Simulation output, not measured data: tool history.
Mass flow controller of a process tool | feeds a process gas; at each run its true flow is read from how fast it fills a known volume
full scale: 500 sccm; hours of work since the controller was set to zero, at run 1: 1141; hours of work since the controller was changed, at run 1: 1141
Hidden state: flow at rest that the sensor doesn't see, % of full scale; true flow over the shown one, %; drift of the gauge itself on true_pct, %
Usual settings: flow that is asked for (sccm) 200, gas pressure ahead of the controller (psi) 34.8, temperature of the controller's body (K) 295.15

run      day  flow that is asked for (sccm)  gas pressure ahead of the controller (psi)  temperature of the controller's body (K)  hours of work since the controller was set to zero  hours of work since the controller was changed  true flow (%)
  1    0.000                            200                                        34.8                                    295.15                                                1141                                            1141          99.63
  2    7.050                            200                                        34.8                                    295.15                                                1263                                            1263          99.49
  3   12.025                            200                                        34.8                                    295.15                                                1349                                            1349          99.54
  4   15.504                            200                                        34.8                                    295.15                                                1410                                            1410          99.34
  5   23.721                             54                                        34.8                                    295.15                                                1553                                            1553          99.05
  6   28.371                            200                                        27.8                                    295.15                                                1633                                            1633          99.55
  7   33.142                            200                                        34.8                                    295.15                                                1716                                            1716          99.16
  8   41.142                            200                                        34.8                                    295.15                                                1855                                            1855          99.15
  9   48.683                             52                                        34.8                                    295.15                                                1986                                            1986          98.77
 10   52.217                            305                                        34.8                                    295.15                                                2048                                            2048          99.26
 11   57.292                            200                                        27.0                                    295.15                                                2136                                            2136          99.34
 12   64.412                            200                                        34.8                                    295.15                                                2260                                            2260          98.93
 13   68.079                            261                                        34.8                                    295.15                                                2323                                            2323          98.98
 14   73.358                            261                                        34.8                                    295.15                                                2415                                            2415          99.05
 15   78.800                            261                                        34.8                                    312.15                                                2510                                            2510          97.61
 16   85.808                             60                                        34.8                                    312.15                                                2631                                            2631          97.39
 17   91.762                             60                                        34.8                                    312.15                                                2735                                            2735          97.26
 18   96.317                             74                                        34.8                                    295.15                                                2814                                            2814          98.49
 19  101.883                             80                                        31.3                                    297.15                                                2911                                            2911          98.39
 20  109.188                             95                                        34.8                                    295.15                                                3038                                            3038          98.30
 21  115.742                             95                                        34.8                                    295.15                                                3151                                            3151          98.37
 22  122.421                             52                                        28.6                                    309.15                                                3267                                            3267          97.57
 23  128.117                            147                                        40.0                                    304.15                                                3366                                            3366          97.43

The next listed run, before its measurement:
 24  133.083                            242                                        25.1                                    295.15                                                3453                                            3453              ?

true flow (%): 98.70
Without the tool's hidden state the same run would have given true flow (%) 100.01.

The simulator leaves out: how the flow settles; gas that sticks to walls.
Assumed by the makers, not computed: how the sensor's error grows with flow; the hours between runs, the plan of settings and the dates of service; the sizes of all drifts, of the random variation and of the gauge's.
